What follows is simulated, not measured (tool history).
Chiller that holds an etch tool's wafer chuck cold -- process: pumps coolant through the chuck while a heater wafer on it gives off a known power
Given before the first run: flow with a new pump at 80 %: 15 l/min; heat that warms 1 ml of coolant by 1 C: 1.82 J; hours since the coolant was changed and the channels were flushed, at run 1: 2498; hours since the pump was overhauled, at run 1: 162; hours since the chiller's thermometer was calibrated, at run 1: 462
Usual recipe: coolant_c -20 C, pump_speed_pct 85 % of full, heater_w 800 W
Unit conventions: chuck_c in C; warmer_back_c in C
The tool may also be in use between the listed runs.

run	hour	coolant_c	pump_speed_pct	heater_w	hours since the coolant was changed and the channels were flushed	hours since the pump was overhauled	hours since the chiller's thermometer was calibrated	chuck_c	warmer_back_c
1	0.0	-20	85	800	2498	162	462	-13.25	1.70
2	17.1	-20	85	800	2515	179	479	-13.17	1.71
3	45.6	-20	85	800	2544	208	508	-13.29	1.68
4	82.7	-20	85	800	2581	245	545	-13.18	1.68
5	111.7	-20	85	800	2610	274	574	-13.27	1.69
6	142.3	-20	85	800	2640	305	605	-13.31	1.69
7	176.5	-13	85	800	2675	339	639	-6.22	1.70
8	195.8	-13	85	800	2694	358	658	-6.16	1.70
9	231.8	-13	85	800	2730	394	694	-6.21	1.68
10	265.3	-13	85	800	2763	428	728	-6.16	1.69
11	296.5	-13	85	800	2795	459	759	-6.30	1.68
12	314.6	-13	85	800	2813	477	777	-6.21	1.70
13	337.1	-13	85	800	2835	499	799	-6.22	1.71
14	356.7	-13	85	800	2855	519	819	-6.24	1.72
15	372.7	-13	85	800	2871	535	835	-6.24	1.73
16	404.2	-20	61	800	2902	567	866	-11.41	2.35
17	427.8	-13	88	800	2926	590	890	-6.35	1.63
18	447.1	-22	88	611	2945	609	909	-17.01	1.24
19	478.4	-22	88	611	2976	641	941	-16.91	1.28
20	499.3	-22	88	611	2997	662	962	-17.02	1.25
21	532.9	-20	85	1181	3031	695	995	-9.80	2.54
22	563.3	-20	85	1181	3061	726	1026	-9.90	2.51
23	597.7	-20	85	1181	3096	760	1060	-9.87	2.53
# hour 601.6: chiller's thermometer calibrated
24	624.9	-20	85	1181	3122	786	23	-9.87	2.55
25	651.7	-28	73	416	3149	813	50	-24.19	1.05
26	671.7	-28	73	416	3169	833	70	-24.09	1.03
27	687.1	-18	85	545	3184	848	85	-13.41	1.16
28	717.0	-30	85	772	3214	878	115	-23.44	1.64
29	743.2	-18	91	1085	3240	905	142	-9.16	2.20
30	763.3	-20	67	436	3260	925	162	-15.73	1.20
31	783.2	-15	66	436	3280	945	182	-10.57	1.21
32	800.7	-20	85	638	3298	962	199	-14.58	1.38

What would each run have given without the hidden state, its run-to-run variation left as it was?
The hidden state here: heat passed by the chuck's channels, % of clean ones'; flow at a given pump speed, % of a new pump's; coolant's true temperature over the reading, C; drift of the gauge itself on chuck_c, C; drift of the gauge itself on warmer_back_c, C.
run	chuck_c	warmer_back_c
1	-13.65	1.67
2	-13.57	1.68
3	-13.69	1.65
4	-13.59	1.65
5	-13.68	1.66
6	-13.72	1.66
7	-6.64	1.66
8	-6.59	1.66
9	-6.64	1.64
10	-6.59	1.65
11	-6.74	1.64
12	-6.65	1.66
13	-6.66	1.67
14	-6.68	1.68
15	-6.69	1.68
16	-11.99	2.29
17	-6.79	1.59
18	-17.32	1.20
19	-17.23	1.24
20	-17.34	1.21
21	-10.54	2.45
22	-10.64	2.43
23	-10.62	2.44
24	-10.60	2.46
25	-24.38	1.02
26	-24.28	0.99
27	-13.67	1.12
28	-23.88	1.57
29	-9.81	2.11
30	-15.96	1.15
31	-10.80	1.16
32	-14.92	1.32

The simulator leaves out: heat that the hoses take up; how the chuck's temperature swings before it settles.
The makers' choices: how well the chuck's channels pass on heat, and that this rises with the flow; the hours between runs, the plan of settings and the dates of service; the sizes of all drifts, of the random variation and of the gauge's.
